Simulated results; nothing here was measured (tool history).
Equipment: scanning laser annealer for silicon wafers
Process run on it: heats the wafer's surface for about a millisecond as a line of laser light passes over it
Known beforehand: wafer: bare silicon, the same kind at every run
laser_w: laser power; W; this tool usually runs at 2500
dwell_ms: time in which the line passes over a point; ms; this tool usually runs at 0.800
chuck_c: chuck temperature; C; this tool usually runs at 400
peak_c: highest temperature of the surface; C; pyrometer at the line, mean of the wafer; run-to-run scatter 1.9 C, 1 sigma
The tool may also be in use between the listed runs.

run	day	laser_w	dwell_ms	chuck_c	peak_c
1	0.000	2500	0.800	400	1097
2	1.746	2500	0.800	400	1094
3	3.579	2500	0.800	400	1087
4	5.858	2500	0.800	400	1087
5	8.417	2500	0.800	400	1086
6	12.238	2500	0.726	400	1041
7	15.971	2500	0.800	400	1115
8	17.671	2500	0.800	388	1101
9	20.375	2500	0.800	388	1096
10	22.708	2500	0.800	400	1108
11	26.171	2500	0.800	400	1106
12	28.004	2500	0.800	400	1104
13	31.346	2500	0.800	431	1128
14	34.242	2500	0.800	431	1125
15	37.833	2500	0.800	400	1092
16	41.392	2500	0.800	400	1085
17	44.212	2500	0.800	400	1086
18	47.450	2500	0.800	383	1065
19	51.050	2500	0.800	383	1061
20	54.842	2536	0.751	403	1110
21	58.492	2488	0.838	372	1101
22	61.554	2488	0.838	372	1092
23	64.979	2665	0.800	400	1164
24	68.183	2665	0.800	400	1160
25	71.358	2433	0.662	409	1012
26	74.142	2645	0.801	422	1171
27	78.038	2645	0.715	373	1067
28	81.246	2368	0.645	392	964
29	84.029	2368	0.657	410	980
30	86.900	2352	0.599	400	931
31	89.383	2409	0.723	370	995
32	92.288	2521	0.723	372	1031
33	94.533	2236	0.800	410	1012

Not shown: 3 entries that the log had between the listed runs. Between which runs, and how does the tool's hidden state differ before and after?
Between runs 6 and 7: window over the wafer cleaned (day 12.612)
  light that passes the window, % of a clean one's: 95.67 -> 99.51; laser's true power over the reading, %: 0.15 -> 0.2; width of the line over the set one, %: 0.86 -> 1
  measured less the result without the state, peak_c: -39 -> -7 C
Between runs 19 and 20: window over the wafer cleaned (day 54.433)
  light that passes the window, % of a clean one's: 95.66 -> 99.92; laser's true power over the reading, %: 0.68 -> 0.73; width of the line over the set one, %: 2.43 -> 2.58
  measured less the result without the state, peak_c: -44 -> -6 C
Between runs 30 and 31: optics aligned, line set to its width (day 88.208)
  light that passes the window, % of a clean one's: 96.28 -> 96.03; laser's true power over the reading, %: 1.17 -> 1.2; width of the line over the set one, %: 3.9 -> 0.35
  measured less the result without the state, peak_c: -32 -> -24 C

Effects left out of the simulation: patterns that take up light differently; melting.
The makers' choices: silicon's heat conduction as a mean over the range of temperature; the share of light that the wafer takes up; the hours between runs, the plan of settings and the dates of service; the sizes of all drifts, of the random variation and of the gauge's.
